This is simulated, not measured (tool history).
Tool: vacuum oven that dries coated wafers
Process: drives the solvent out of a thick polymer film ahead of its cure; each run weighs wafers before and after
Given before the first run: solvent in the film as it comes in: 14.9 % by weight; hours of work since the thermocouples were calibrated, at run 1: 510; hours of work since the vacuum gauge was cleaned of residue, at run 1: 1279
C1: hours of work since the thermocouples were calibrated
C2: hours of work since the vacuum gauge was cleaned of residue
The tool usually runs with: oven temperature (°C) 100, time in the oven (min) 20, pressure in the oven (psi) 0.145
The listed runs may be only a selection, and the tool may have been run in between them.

Run 1, hour 0.0: usual settings; C1 510; C2 1279. Result: solvent left in the film (%) 1.90.
Run 2, hour 63.0: usual settings but pressure in the oven (psi) 0.136; C1 558; C2 1328. Result: solvent left in the film (%) 1.95.
Run 3, hour 148.1: usual settings but pressure in the oven (psi) 0.136; C1 623; C2 1393. Result: solvent left in the film (%) 1.94.
Run 4, hour 234.9: usual settings but pressure in the oven (psi) 0.136; C1 690; C2 1459. Result: solvent left in the film (%) 1.96.
Run 5, hour 325.9: usual settings; C1 759; C2 1529. Result: solvent left in the film (%) 2.07.
Run 6, hour 394.9: usual settings; C1 812; C2 1582. Result: solvent left in the film (%) 2.01.
Run 7, hour 451.0: usual settings; C1 855; C2 1625. Result: solvent left in the film (%) 2.03.
Run 8, hour 546.2: usual settings but pressure in the oven (psi) 0.405; C1 928; C2 1698. Result: solvent left in the film (%) 3.17.
Run 9, hour 594.7: usual settings but pressure in the oven (psi) 0.405; C1 965; C2 1735. Result: solvent left in the film (%) 3.25.
At hour 692.2: vacuum gauge cleaned of residue and calibrated.
Run 10, hour 709.4: usual settings; C1 1052; C2 13. Result: solvent left in the film (%) 1.71.
Run 11, hour 763.4: usual settings but oven temperature (°C) 94; C1 1093; C2 54. Result: solvent left in the film (%) 2.60.
Run 12, hour 837.0: usual settings; C1 1150; C2 111. Result: solvent left in the film (%) 1.72.
Run 13, hour 900.5: usual settings; C1 1198; C2 160. Result: solvent left in the film (%) 1.79.
Run 14, hour 1012.4: usual settings; C1 1284; C2 245. Result: solvent left in the film (%) 1.84.
Run 15, hour 1079.5: usual settings but oven temperature (°C) 92, time in the oven (min) 18, pressure in the oven (psi) 0.074; C1 1335; C2 297. Result: solvent left in the film (%) 3.14.
Run 16, hour 1188.7: usual settings but oven temperature (°C) 92, time in the oven (min) 18, pressure in the oven (psi) 0.074; C1 1419; C2 380. Result: solvent left in the film (%) 3.22.
At hour 1206.8: oven's thermocouples calibrated.
Run 17, hour 1253.5: usual settings but oven temperature (°C) 92, time in the oven (min) 18, pressure in the oven (psi) 0.074; C1 36; C2 428. Result: solvent left in the film (%) 2.76.
Run 18, hour 1309.6: usual settings but oven temperature (°C) 92, time in the oven (min) 18, pressure in the oven (psi) 0.074; C1 79; C2 471. Result: solvent left in the film (%) 2.75.
Run 19, hour 1358.3: usual settings but oven temperature (°C) 92, pressure in the oven (psi) 0.364; C1 116; C2 509. Result: solvent left in the film (%) 3.86.
Run 20, hour 1466.1: usual settings but oven temperature (°C) 92, pressure in the oven (psi) 0.364; C1 198; C2 591. Result: solvent left in the film (%) 3.85.

Run 21, settings as shown, results not yet in. Your forecast:
Run 21, hour 1517.9: usual settings but oven temperature (°C) 92, pressure in the oven (psi) 0.364; C1 238; C2 631. Result: solvent left in the film (%) ?.

solvent left in the film (%): 3.89
If the tool had no hidden condition, the same run with the same run-to-run variation would have returned solvent left in the film (%) 3.71.
